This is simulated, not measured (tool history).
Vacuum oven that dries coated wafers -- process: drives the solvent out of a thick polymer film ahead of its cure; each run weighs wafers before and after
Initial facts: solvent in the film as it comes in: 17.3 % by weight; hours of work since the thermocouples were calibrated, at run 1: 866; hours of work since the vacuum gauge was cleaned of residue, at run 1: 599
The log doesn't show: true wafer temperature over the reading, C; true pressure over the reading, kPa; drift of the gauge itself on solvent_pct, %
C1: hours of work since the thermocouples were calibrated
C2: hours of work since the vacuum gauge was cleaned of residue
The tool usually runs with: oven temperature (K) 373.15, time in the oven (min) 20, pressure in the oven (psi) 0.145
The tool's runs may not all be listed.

Run 1, hour 0: usual settings; C1 866; C2 599. Result: solvent left in the film (%) 5.15.
Run 2, hour 43.7: usual settings; C1 897; C2 630. Result: solvent left in the film (%) 5.27.
Run 3, hour 71.4: usual settings; C1 917; C2 650. Result: solvent left in the film (%) 5.08.
Run 4, hour 115.7: usual settings; C1 949; C2 681. Result: solvent left in the film (%) 5.06.
Run 5, hour 149.1: usual settings; C1 973; C2 705. Result: solvent left in the film (%) 5.1.
Run 6, hour 196.2: usual settings; C1 1006; C2 739. Result: solvent left in the film (%) 5.04.
Run 7, hour 245: usual settings; C1 1041; C2 774. Result: solvent left in the film (%) 5.07.
Run 8, hour 297.8: usual settings but oven temperature (K) 385.15, pressure in the oven (psi) 0.453; C1 1079; C2 812. Result: solvent left in the film (%) 4.89.
Run 9, hour 346: usual settings but oven temperature (K) 387.15, time in the oven (min) 14, pressure in the oven (psi) 0.361; C1 1114; C2 846. Result: solvent left in the film (%) 4.58.
Run 10, hour 388.9: usual settings but oven temperature (K) 360.15, pressure in the oven (psi) 0.316; C1 1144; C2 877. Result: solvent left in the film (%) 11.
Run 11, hour 428.2: usual settings but oven temperature (K) 360.15, pressure in the oven (psi) 0.316; C1 1173; C2 905. Result: solvent left in the film (%) 10.88.
Run 12, hour 460.8: usual settings but time in the oven (min) 22, pressure in the oven (psi) 0.103; C1 1196; C2 929. Result: solvent left in the film (%) 4.27.
Run 13, hour 502.4: usual settings but time in the oven (min) 26; C1 1226; C2 958. Result: solvent left in the film (%) 3.93.

Branching from run 13: 4 alternative next runs. What would each branch give?
Run A, hour 536.8: usual settings but oven temperature (K) 380.15, time in the oven (min) 32, pressure in the oven (psi) 0.139; C1 1250; C2 983. Result: solvent left in the film (%) ?.
Run B, hour 536.8: usual settings but oven temperature (K) 367.15, time in the oven (min) 26, pressure in the oven (psi) 0.178; C1 1250; C2 983. Result: solvent left in the film (%) ?.
Run C, hour 536.8: usual settings but oven temperature (K) 380.15, time in the oven (min) 15, pressure in the oven (psi) 0.129; C1 1250; C2 983. Result: solvent left in the film (%) ?.
Run D, hour 536.8: usual settings but oven temperature (K) 366.15, time in the oven (min) 10, pressure in the oven (psi) 0.479; C1 1250; C2 983. Result: solvent left in the film (%) ?.

run  solvent left in the film (%)
  A                          2.01
  B                          6.18
  C                          4.19
  D                         12.73
What these runs would have given with no unlogged condition in the tool:
run  solvent left in the film (%)
  A                             2
  B                          6.17
  C                          4.18
  D                         12.72
